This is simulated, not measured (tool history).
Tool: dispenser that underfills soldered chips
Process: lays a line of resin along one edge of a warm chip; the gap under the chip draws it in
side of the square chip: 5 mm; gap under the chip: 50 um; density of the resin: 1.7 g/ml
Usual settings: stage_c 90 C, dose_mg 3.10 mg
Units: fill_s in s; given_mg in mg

run	hour	stage_c	dose_mg	fill_s	given_mg
1	0.0	90	3.10	42.8	2.98
2	11.8	90	3.10	60.8	2.98
3	20.9	90	3.10	46.0	2.96
4	27.7	90	3.10	54.0	3.09
5	35.0	90	2.73	67.4	2.72
6	44.4	90	2.73	53.1	2.73
7	56.1	90	2.73	44.1	2.69
8	67.5	90	3.10	57.8	3.03
9	78.6	90	3.10	46.2	3.01
10	84.7	90	3.10	55.8	3.01
11	93.1	90	3.10	42.7	2.97
12	101.1	90	3.10	54.4	2.99
13	109.1	90	3.10	67.4	2.96
14	119.0	90	3.10	50.2	2.93
15	126.9	90	3.10	65.2	2.94
16	138.7	90	3.10	50.9	3.07
17	151.9	90	3.10	43.6	3.08
18	165.4	90	3.10	65.8	3.07
19	178.7	83	2.78	77.3	2.74
20	189.0	81	3.09	67.2	3.02
21	195.2	100	3.41	32.6	3.31
22	204.6	80	3.73	107.4	3.61
23	214.2	99	3.74	33.5	3.60
24	226.4	90	3.82	42.0	3.67
25	232.0	90	3.82	51.0	3.64
26	244.6	94	3.49	33.5	3.50
27	253.3	85	2.79	68.1	2.76
28	261.8	89	2.72	74.5	2.67
29	272.6	79	3.02	93.5	2.96
30	283.4	79	3.02	64.1	2.95
31	295.9	100	3.95	34.3	3.83
32	302.7	88	3.01	41.8	2.89
33	310.0	84	3.01	62.0	2.90
34	323.2	81	2.81	64.1	2.69

Not shown: 21 entries that the log had between the listed runs. Between which runs, and how does the tool's hidden state differ before and after?
Between runs 2 and 3: new syringe of resin (hour 16.6)
  resin's viscosity, % of fresh resin's: 146.9 -> 111.6; dose that the valve gives, % of what is set: 95.47 -> 95.08; true chip temperature over the reading, C: -1.73 -> -1.77
  measured less the result without the state, fill_s: +22.9 -> +8.4 s; given_mg: -0.14 -> -0.15 mg
Between runs 3 and 4: dispensing valve cleaned and set on the balance (hour 23.4)
  resin's viscosity, % of fresh resin's: 111.6 -> 131.9; dose that the valve gives, % of what is set: 95.08 -> 99.93; true chip temperature over the reading, C: -1.77 -> -1.8
  measured less the result without the state, fill_s: +8.4 -> +16.3 s; given_mg: -0.15 -> +0.00 mg
Between runs 5 and 6: new syringe of resin (hour 36.3)
  resin's viscosity, % of fresh resin's: 162.6 -> 126.4; dose that the valve gives, % of what is set: 99.54 -> 99.08; true chip temperature over the reading, C: -1.83 -> -1.87
  measured less the result without the state, fill_s: +29.4 -> +14.7 s; given_mg: -0.01 -> -0.02 mg
Between runs 6 and 7: new syringe of resin (hour 55.1)
  resin's viscosity, % of fresh resin's: 126.4 -> 105; dose that the valve gives, % of what is set: 99.08 -> 98.53; true chip temperature over the reading, C: -1.87 -> -1.92
  measured less the result without the state, fill_s: +14.7 -> +5.8 s; given_mg: -0.02 -> -0.04 mg
Between runs 8 and 9: new syringe of resin (hour 74.0)
  resin's viscosity, % of fresh resin's: 145.6 -> 113.8; dose that the valve gives, % of what is set: 97.97 -> 97.46; true chip temperature over the reading, C: -1.97 -> -2.01
  measured less the result without the state, fill_s: +21.8 -> +9.4 s; given_mg: -0.06 -> -0.08 mg
Between runs 10 and 11: new syringe of resin (hour 92.3)
  resin's viscosity, % of fresh resin's: 135.5 -> 103; dose that the valve gives, % of what is set: 97.15 -> 96.73; true chip temperature over the reading, C: -2.04 -> -2.07
  measured less the result without the state, fill_s: +18.5 -> +5.4 s; given_mg: -0.09 -> -0.10 mg
Between runs 13 and 14: new syringe of resin (hour 111.4)
  resin's viscosity, % of fresh resin's: 163.1 -> 122.8; dose that the valve gives, % of what is set: 95.99 -> 95.48; true chip temperature over the reading, C: -2.14 -> -2.18
  measured less the result without the state, fill_s: +30.3 -> +13.6 s; given_mg: -0.13 -> -0.14 mg
Between runs 15 and 16: new syringe of resin (hour 130.1); dispensing valve cleaned and set on the balance (hour 131.1)
  resin's viscosity, % of fresh resin's: 154.2 -> 124.3; dose that the valve gives, % of what is set: 95.09 -> 100.01; true chip temperature over the reading, C: -2.22 -> -2.26
  measured less the result without the state, fill_s: +27.3 -> +13.8 s; given_mg: -0.15 -> +0.00 mg
Between runs 16 and 17: new syringe of resin (hour 149.8)
  resin's viscosity, % of fresh resin's: 124.3 -> 107.7; dose that the valve gives, % of what is set: 100.01 -> 99.4; true chip temperature over the reading, C: -2.26 -> -2.32
  measured less the result without the state, fill_s: +13.8 -> +7.3 s; given_mg: +0.00 -> -0.02 mg
Between runs 18 and 19: new syringe of resin (hour 168.8)
  resin's viscosity, % of fresh resin's: 158.8 -> 131.3; dose that the valve gives, % of what is set: 98.73 -> 98.08; true chip temperature over the reading, C: -2.37 -> -2.43
  measured less the result without the state, fill_s: +28.4 -> +25.3 s; given_mg: -0.04 -> -0.05 mg
Between runs 19 and 20: new syringe of resin (hour 187.6)
  resin's viscosity, % of fresh resin's: 131.3 -> 104.5; dose that the valve gives, % of what is set: 98.08 -> 97.6; true chip temperature over the reading, C: -2.43 -> -2.47
  measured less the result without the state, fill_s: +25.3 -> +10.4 s; given_mg: -0.05 -> -0.07 mg
Between runs 22 and 23: new syringe of resin (hour 205.9)
  resin's viscosity, % of fresh resin's: 163.5 -> 125.7; dose that the valve gives, % of what is set: 96.83 -> 96.4; true chip temperature over the reading, C: -2.54 -> -2.58
  measured less the result without the state, fill_s: +49.6 -> +9.9 s; given_mg: -0.11 -> -0.14 mg
Between runs 23 and 24: new syringe of resin (hour 225.1)
  resin's viscosity, % of fresh resin's: 125.7 -> 104.7; dose that the valve gives, % of what is set: 96.4 -> 95.84; true chip temperature over the reading, C: -2.58 -> -2.63
  measured less the result without the state, fill_s: +9.9 -> +6.7 s; given_mg: -0.14 -> -0.16 mg
Between runs 25 and 26: dispensing valve cleaned and set on the balance (hour 238.3); new syringe of resin (hour 244.6)
  resin's viscosity, % of fresh resin's: 123 -> 98.9; dose that the valve gives, % of what is set: 95.56 -> 99.75; true chip temperature over the reading, C: -2.66 -> -2.7
  measured less the result without the state, fill_s: +14.4 -> +3.6 s; given_mg: -0.17 -> -0.01 mg
Between runs 28 and 29: new syringe of resin (hour 263.8)
  resin's viscosity, % of fresh resin's: 161.9 -> 129.9; dose that the valve gives, % of what is set: 98.93 -> 98.44; true chip temperature over the reading, C: -2.78 -> -2.82
  measured less the result without the state, fill_s: +34.4 -> +31.1 s; given_mg: -0.03 -> -0.05 mg
Between runs 29 and 30: stage's temperature calibrated (hour 276.3); new syringe of resin (hour 283.4)
  resin's viscosity, % of fresh resin's: 129.9 -> 101.5; dose that the valve gives, % of what is set: 98.44 -> 97.95; true chip temperature over the reading, C: -2.82 -> 0
  measured less the result without the state, fill_s: +31.1 -> +1.2 s; given_mg: -0.05 -> -0.06 mg
Between runs 31 and 32: new syringe of resin (hour 302.0)
  resin's viscosity, % of fresh resin's: 145.3 -> 102.1; dose that the valve gives, % of what is set: 97.29 -> 96.98; true chip temperature over the reading, C: -0.05 -> -0.08
  measured less the result without the state, fill_s: +10.6 -> +1.3 s; given_mg: -0.11 -> -0.09 mg
Between runs 33 and 34: new syringe of resin (hour 320.8)
  resin's viscosity, % of fresh resin's: 125.7 -> 108.2; dose that the valve gives, % of what is set: 96.6 -> 95.94; true chip temperature over the reading, C: -0.11 -> -0.16
  measured less the result without the state, fill_s: +13.3 -> +6.1 s; given_mg: -0.11 -> -0.11 mg

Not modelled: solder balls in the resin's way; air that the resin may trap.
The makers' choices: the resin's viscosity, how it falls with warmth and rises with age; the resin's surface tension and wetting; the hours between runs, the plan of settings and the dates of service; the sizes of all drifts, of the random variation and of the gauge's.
